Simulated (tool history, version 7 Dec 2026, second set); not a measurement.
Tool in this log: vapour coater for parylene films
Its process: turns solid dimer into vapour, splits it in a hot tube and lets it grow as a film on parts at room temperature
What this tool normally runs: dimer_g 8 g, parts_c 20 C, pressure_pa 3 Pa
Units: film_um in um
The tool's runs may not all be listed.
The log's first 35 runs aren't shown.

run,day,dimer_g,parts_c,pressure_pa,film_um
36,55.267,4,14,11.83,0.71
# day 56.362: table's thermometer calibrated
37,56.533,4,14,11.83,0.73
38,58.45,4,14,11.83,0.75
39,59.617,7,27,4.44,1.11
# day 61.017: trap's valve overhauled
40,62.075,3,25,3.02,0.62
41,63.158,7,18,4.06,1.57
42,65.396,8,19,3,1.82
43,67.321,9,21,3,1.97
44,68.654,4,19,2.77,0.93
45,70.604,6,15,3.33,1.45
46,72.833,7,19,4.5,1.47
47,74.125,7,19,5.75,1.39

Here are 3 independent what-if runs from the current tool condition. What would each one return?
A,76.438,8,20,2.27,?
B,76.438,7,13,4.4,?
C,76.438,8,22,6.24,?

run,film_um
A,1.78
B,1.6
C,1.44
Stripped of hidden state, with their random variation kept, the same runs would have yielded:
run,film_um
A,1.9
B,1.71
C,1.54
